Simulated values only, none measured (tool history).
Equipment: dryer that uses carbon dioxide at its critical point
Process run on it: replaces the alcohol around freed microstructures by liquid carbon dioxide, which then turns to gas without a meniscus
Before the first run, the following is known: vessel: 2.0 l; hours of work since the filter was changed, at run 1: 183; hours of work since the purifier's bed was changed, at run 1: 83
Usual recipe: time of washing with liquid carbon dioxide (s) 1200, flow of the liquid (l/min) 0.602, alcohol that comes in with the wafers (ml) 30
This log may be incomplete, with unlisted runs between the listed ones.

run   hour  time of washing with liquid carbon dioxide (s)  flow of the liquid (l/min)  alcohol that comes in with the wafers (ml)  hours of work since the filter was changed  hours of work since the purifier's bed was changed  alcohol left in the vessel before it's heated (ppm by volume)
  1    0.0                                            1200                       0.602                                          30                                         183                                                  83                                                            285
  2    7.0                                            1200                       0.602                                          23                                         186                                                  86                                                            219
  3   11.1                                            1200                       0.846                                          30                                         188                                                  88                                                             82
  4   19.5                                            1200                       0.519                                          30                                         191                                                  91                                                            485
  5   26.8                                             960                       0.602                                          30                                         195                                                  94                                                            621
  6   33.8                                             960                       0.602                                          30                                         197                                                  97                                                            635
  7   38.8                                             960                       0.602                                          30                                         200                                                  99                                                            632
  8   46.9                                             960                       0.602                                          30                                         203                                                 103                                                            624
  9   53.1                                            1560                       0.602                                          30                                         205                                                 105                                                            110
 10   59.1                                            1560                       0.602                                          30                                         208                                                 108                                                            115
 11   66.1                                            1560                       0.602                                          30                                         211                                                 111                                                            118
      68.6  -- inlet filter changed
 12   75.0                                            1560                       0.602                                          30                                           3                                                 114                                                             84
 13   79.5                                            1680                       0.602                                          30                                           5                                                 116                                                             68
 14   84.0                                            1200                       0.602                                          25                                           6                                                 118                                                            181
 15   91.4                                            1200                       0.602                                          25                                          10                                                 121                                                            190
 16   97.5                                            1200                       0.602                                          30                                          12                                                 123                                                            221
 17  103.1                                            1200                       0.602                                          30                                          14                                                 126                                                            212
 18  110.4                                            1200                       0.602                                          30                                          17                                                 129                                                            228
 19  118.4                                            1200                       0.602                                          30                                          21                                                 132                                                            229
 20  123.5                                            1200                       0.602                                          30                                          23                                                 134                                                            224
 21  130.0                                            1200                       0.602                                          30                                          26                                                 137                                                            224
 22  137.0                                            1200                       0.602                                          30                                          29                                                 140                                                            236
 23  142.3                                            1200                       0.602                                          33                                          31                                                 142                                                            253
 24  150.8                                             900                       0.602                                          30                                          34                                                 146                                                            601
 25  155.1                                             900                       0.602                                          65                                          36                                                 147                                                           1261
 26  162.2                                            1620                       0.547                                          52                                          39                                                 150                                                            166
 27  169.3                                             780                       0.602                                          53                                          42                                                 153                                                           1584
 28  177.3                                             960                       0.602                                          25                                          45                                                 157                                                            444
 29  182.4                                             720                       0.701                                          54                                          47                                                 159                                                           1330
 30  191.2                                            1200                       0.461                                          30                                          51                                                 163                                                            619
 31  195.8                                            1560                       0.602                                         100                                          53                                                 164                                                            224
 32  204.9                                             960                       0.602                                          30                                          57                                                 168                                                            524
 33  209.6                                            1560                       0.558                                          71                                          59                                                 170                                                            249
 34  218.0                                             840                       0.730                                          44                                          62                                                 174                                                            613
 35  225.8                                             840                       0.730                                          44                                          66                                                 177                                                            625
 36  234.8                                            1140                       1.010                                          30                                          69                                                 181                                                             71
 37  244.3                                            1380                       0.732                                          30                                          73                                                 185                                                             84
 38  252.9                                            1200                       0.602                                         103                                          77                                                 188                                                            789
 39  258.6                                            1200                       0.602                                         103                                          79                                                 191                                                            790
 40  263.3                                            1200                       0.602                                         103                                          81                                                 193                                                            792
 41  269.9                                            1200                       0.796                                         118                                          84                                                 195                                                            261
 42  275.4                                            1200                       0.450                                          95                                          86                                                 198                                                           2042
 43  284.4                                            1440                       0.492                                          75                                          90                                                 201                                                            643
 44  289.6                                            1860                       0.602                                          30                                          92                                                 204                                                             74
 45  294.6                                             960                       0.511                                          57                                          94                                                 206                                                           1631
 46  301.3                                            1140                       0.487                                          30                                          97                                                 208                                                            636
 47  306.8                                            1380                       0.485                                         105                                          99                                                 211                                                           1111

Describe how what the log doesn't record of the tool's condition differs between the last listed run preceding each entry between runs and the first listed run following it.
Run 11 -> run 12: inlet filter changed (hour 68.6)
  flow that reaches the vessel past the clogged filter, %: 89.7 -> 99.2; alcohol in the recycled carbon dioxide, ppm: 34.6 -> 35.5
  measured value less the no-hidden-state value, alcohol left in the vessel before it's heated (ppm by volume): +67 -> +32
